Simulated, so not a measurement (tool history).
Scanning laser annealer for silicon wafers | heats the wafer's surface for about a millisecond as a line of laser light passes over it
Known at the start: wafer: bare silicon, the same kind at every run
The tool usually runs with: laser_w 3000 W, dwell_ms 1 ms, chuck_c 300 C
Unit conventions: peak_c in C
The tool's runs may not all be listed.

Run 1, hour 0: usual settings. Result: peak_c 1128 C.
Run 2, hour 21: usual settings. Result: peak_c 1128 C.
Run 3, hour 43.1: usual settings but laser_w 2962 W. Result: peak_c 1114 C.
Run 4, hour 64.2: usual settings but laser_w 2962 W. Result: peak_c 1114 C.
Run 5, hour 100.2: usual settings. Result: peak_c 1124 C.
Run 6, hour 128.8: usual settings. Result: peak_c 1124 C.
Run 7, hour 155.9: usual settings but laser_w 3176 W. Result: peak_c 1186 C.
Run 8, hour 187: usual settings but laser_w 3176 W. Result: peak_c 1185 C.
Run 9, hour 224.3: usual settings but chuck_c 265 C. Result: peak_c 1089 C.
Run 10, hour 260: usual settings but laser_w 2574 W. Result: peak_c 981 C.
Run 11, hour 296.2: usual settings but chuck_c 276 C. Result: peak_c 1103 C.
Run 12, hour 320.3: usual settings but dwell_ms 0.75 ms. Result: peak_c 997 C.
At hour 335.4: window over the wafer cleaned.
Run 13, hour 341.5: usual settings but dwell_ms 0.75 ms. Result: peak_c 996 C.
Run 14, hour 363.2: usual settings but laser_w 3014 W, dwell_ms 0.75 ms. Result: peak_c 1003 C.
Run 15, hour 393: usual settings but laser_w 3014 W, dwell_ms 0.75 ms. Result: peak_c 1001 C.
Run 16, hour 430.1: usual settings. Result: peak_c 1125 C.
Run 17, hour 462.8: usual settings. Result: peak_c 1127 C.
Run 18, hour 480.5: usual settings. Result: peak_c 1127 C.
Run 19, hour 503.9: usual settings. Result: peak_c 1127 C.
Run 20, hour 536.9: usual settings but dwell_ms 0.9 ms. Result: peak_c 1077 C.
Run 21, hour 569.6: usual settings but laser_w 2666 W, dwell_ms 0.9 ms. Result: peak_c 969 C.
Run 22, hour 594: usual settings but laser_w 2666 W, dwell_ms 0.9 ms. Result: peak_c 970 C.
Run 23, hour 609.5: usual settings but laser_w 2971 W, dwell_ms 0.73 ms. Result: peak_c 977 C.
Run 24, hour 627.8: usual settings but laser_w 2971 W, dwell_ms 0.73 ms. Result: peak_c 979 C.
Run 25, hour 659.6: usual settings but dwell_ms 1.07 ms. Result: peak_c 1161 C.
Run 26, hour 695.8: usual settings but laser_w 3224 W, dwell_ms 0.98 ms, chuck_c 278 C. Result: peak_c 1171 C.
Run 27, hour 731.8: usual settings but laser_w 3057 W, chuck_c 279 C. Result: peak_c 1125 C.
Run 28, hour 763.8: usual settings but laser_w 2729 W, dwell_ms 0.84 ms, chuck_c 276 C. Result: peak_c 939 C.
Run 29, hour 792.9: usual settings but laser_w 3187 W, dwell_ms 0.76 ms, chuck_c 313 C. Result: peak_c 1071 C.
Run 30, hour 816.2: usual settings but laser_w 3187 W, dwell_ms 0.76 ms, chuck_c 313 C. Result: peak_c 1073 C.
Run 31, hour 833.1: usual settings but laser_w 3187 W, dwell_ms 0.76 ms, chuck_c 313 C. Result: peak_c 1072 C.
Run 32, hour 867: usual settings but laser_w 2624 W, dwell_ms 0.81 ms, chuck_c 270 C. Result: peak_c 888 C.
Run 33, hour 890.2: usual settings but chuck_c 275 C. Result: peak_c 1103 C.
Run 34, hour 906.7: usual settings but dwell_ms 1.07 ms, chuck_c 287 C. Result: peak_c 1146 C.
Run 35, hour 942.3: usual settings but laser_w 3235 W, dwell_ms 0.8 ms, chuck_c 287 C. Result: peak_c 1082 C.
Run 36, hour 960.3: usual settings but laser_w 3235 W, dwell_ms 0.8 ms, chuck_c 287 C. Result: peak_c 1083 C.
Run 37, hour 981.7: usual settings but laser_w 3063 W. Result: peak_c 1148 C.
Run 38, hour 1003.6: usual settings but laser_w 2746 W, dwell_ms 1.24 ms, chuck_c 330 C. Result: peak_c 1170 C.
Run 39, hour 1032.7: usual settings but laser_w 2840 W, dwell_ms 1.24 ms, chuck_c 330 C. Result: peak_c 1206 C.
Run 40, hour 1067.4: usual settings but laser_w 3285 W, dwell_ms 0.99 ms, chuck_c 330 C. Result: peak_c 1249 C.

Branching from run 40: 4 alternative next runs. What would each branch give?
Run A, hour 1092.2: usual settings but laser_w 2703 W, dwell_ms 0.99 ms, chuck_c 330 C. Result: peak_c ?.
Run B, hour 1092.2: usual settings but laser_w 2803 W, dwell_ms 0.71 ms, chuck_c 330 C. Result: peak_c ?.
Run C, hour 1092.2: usual settings but dwell_ms 1.15 ms. Result: peak_c ?.
Run D, hour 1092.2: usual settings but dwell_ms 0.85 ms, chuck_c 264 C. Result: peak_c ?.

run  peak_c
  A    1051
  B     949
  C    1196
  D    1015
Without the tool's unlogged condition, the same runs would have read:
run  peak_c
  A    1051
  B     949
  C    1197
  D    1015

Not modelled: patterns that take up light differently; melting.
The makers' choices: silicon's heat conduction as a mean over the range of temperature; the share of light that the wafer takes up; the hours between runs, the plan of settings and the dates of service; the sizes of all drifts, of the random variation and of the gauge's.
